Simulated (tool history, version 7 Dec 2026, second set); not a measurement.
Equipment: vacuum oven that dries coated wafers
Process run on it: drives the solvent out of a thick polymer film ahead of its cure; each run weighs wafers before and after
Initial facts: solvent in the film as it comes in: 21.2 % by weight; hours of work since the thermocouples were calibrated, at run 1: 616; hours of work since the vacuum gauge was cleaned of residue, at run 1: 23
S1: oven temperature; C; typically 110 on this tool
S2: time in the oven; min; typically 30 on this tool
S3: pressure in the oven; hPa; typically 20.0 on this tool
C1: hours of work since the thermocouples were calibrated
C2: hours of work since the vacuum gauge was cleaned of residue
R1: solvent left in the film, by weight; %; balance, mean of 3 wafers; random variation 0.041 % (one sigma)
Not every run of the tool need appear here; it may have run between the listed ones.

| run | hour | S1 | S2 | S3 | C1 | C2 | R1 |
|---|---|---|---|---|---|---|---|
| 1 | 0.0 | 110 | 30 | 20.0 | 616 | 23 | 2.86 |
| 2 | 9.0 | 110 | 17 | 20.0 | 622 | 29 | 5.05 |
| 3 | 15.3 | 120 | 30 | 20.0 | 626 | 33 | 1.66 |
| 4 | 22.0 | 120 | 30 | 20.0 | 630 | 37 | 1.64 |
| 5 | 33.2 | 110 | 39 | 20.0 | 637 | 44 | 2.42 |
| 6 | 45.1 | 110 | 19 | 20.0 | 645 | 52 | 4.58 |
| 7 | 55.5 | 110 | 19 | 20.0 | 651 | 59 | 4.60 |
| 8 | 63.8 | 110 | 19 | 20.0 | 657 | 64 | 4.56 |
| 9 | 73.0 | 110 | 19 | 20.0 | 662 | 70 | 4.56 |
| 10 | 82.3 | 110 | 28 | 20.0 | 668 | 76 | 3.09 |
| 11 | 93.6 | 110 | 28 | 20.0 | 676 | 83 | 3.10 |
| 12 | 100.1 | 110 | 28 | 20.0 | 680 | 87 | 3.05 |
| 13 | 107.4 | 110 | 30 | 20.0 | 684 | 92 | 2.87 |
| 14 | 114.4 | 110 | 17 | 20.0 | 689 | 96 | 4.93 |
| 15 | 124.8 | 110 | 34 | 20.0 | 695 | 103 | 2.59 |
| 16 | 132.8 | 108 | 53 | 46.8 | 700 | 108 | 5.06 |
| 17 | 145.7 | 119 | 19 | 15.8 | 709 | 116 | 2.19 |
| 18 | 154.2 | 119 | 19 | 15.8 | 714 | 121 | 2.25 |
| 19 | 162.7 | 119 | 19 | 15.8 | 720 | 127 | 2.21 |
| 20 | 171.6 | 110 | 20 | 49.2 | 725 | 132 | 6.88 |
| 21 | 180.1 | 110 | 20 | 49.2 | 731 | 138 | 6.78 |
| 22 | 186.1 | 110 | 30 | 16.0 | 734 | 142 | 2.52 |
| 23 | 191.7 | 110 | 30 | 16.0 | 738 | 145 | 2.49 |
| 24 | 198.5 | 109 | 18 | 11.1 | 742 | 150 | 4.23 |
| 25 | 210.7 | 109 | 18 | 11.1 | 750 | 157 | 4.29 |
| 26 | 216.5 | 109 | 15 | 29.9 | 754 | 161 | 6.93 |
| 27 | 225.0 | 107 | 32 | 24.8 | 759 | 166 | 3.89 |

Expected results for the next run?
| 28 | 230.7 | 102 | 32 | 24.8 | 763 | 170 | ? |

{"run 28": {"R1": 5.11}}
Without the tool's hidden state the same run would have given R1 5.32 %.

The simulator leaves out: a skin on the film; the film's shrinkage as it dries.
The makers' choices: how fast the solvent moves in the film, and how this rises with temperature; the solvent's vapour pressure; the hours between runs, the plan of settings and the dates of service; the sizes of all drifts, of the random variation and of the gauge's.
